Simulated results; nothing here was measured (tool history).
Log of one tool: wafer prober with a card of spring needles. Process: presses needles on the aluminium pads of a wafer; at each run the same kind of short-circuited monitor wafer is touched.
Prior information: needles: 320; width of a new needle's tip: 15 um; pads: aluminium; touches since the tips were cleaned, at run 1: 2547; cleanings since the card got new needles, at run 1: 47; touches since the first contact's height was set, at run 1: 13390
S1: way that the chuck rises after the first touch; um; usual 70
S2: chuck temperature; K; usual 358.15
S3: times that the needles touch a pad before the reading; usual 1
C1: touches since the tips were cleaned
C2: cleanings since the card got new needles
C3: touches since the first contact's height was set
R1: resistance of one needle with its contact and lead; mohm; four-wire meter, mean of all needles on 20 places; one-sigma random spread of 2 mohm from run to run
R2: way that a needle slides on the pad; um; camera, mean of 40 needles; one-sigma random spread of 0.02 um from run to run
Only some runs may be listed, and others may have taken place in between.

run    day  S1      S2  S3    C1  C2     C3   R1     R2
  1  0.000  70  358.15   1  2547  47  13390  236  13.12
     0.475  -- tips cleaned on abrasive film
  2  0.692  57  358.15   1  2610  48  21699  252  10.70
     1.112  -- tips cleaned on abrasive film
  3  1.500  70  388.15   1  4668  49  31428  245  13.14
     1.733  -- tips cleaned on abrasive film
  4  2.112  70  325.15   1  4608  50  38811  232  13.15
     2.375  -- tips cleaned on abrasive film
  5  2.571  70  325.15   1  2372  51  44308  229  13.06
     3.004  -- tips cleaned on abrasive film
     3.633  -- tips cleaned on abrasive film
  6  3.683  70  325.15   1   598  53  57637  220  13.11
  7  4.162  75  387.15   3  6402  53  63441  235  14.03
     4.246  -- tips cleaned on abrasive film
     4.858  -- tips cleaned on abrasive film
  8  4.858  75  299.15   1     0  55  71756  208  14.02
  9  5.392  75  299.15   1  6432  55  78188  225  14.04
     5.533  -- tips cleaned on abrasive film
     6.138  -- tips cleaned on abrasive film
 10  6.138  68  381.15   2     0  57  87114  228  12.70
     6.812  -- tips cleaned on abrasive film
 11  7.050  68  308.15   2  2884  58  98114  220  12.67

4 options for the next run, each taken on its own from the tool as it stands now. Forecast them:
     7.450  -- tips cleaned on abrasive film
  A  7.962  55  359.15   1  6180  59  109084   ?   ?
     7.450  -- tips cleaned on abrasive film
  B  7.962  88  342.15   3  6180  59  109084   ?   ?
     7.450  -- tips cleaned on abrasive film
  C  7.962  61  358.15   1  6180  59  109084   ?   ?
     7.450  -- tips cleaned on abrasive film
  D  7.962  81  308.15   2  6180  59  109084   ?   ?

run   R1     R2
  A  254  10.26
  B  219  16.44
  C  252  11.35
  D  214  15.13
With the hidden condition removed and each run's random variation left untouched, the same runs would have given:
run   R1     R2
  A  224  10.37
  B  213  16.55
  C  226  11.47
  D  204  15.24
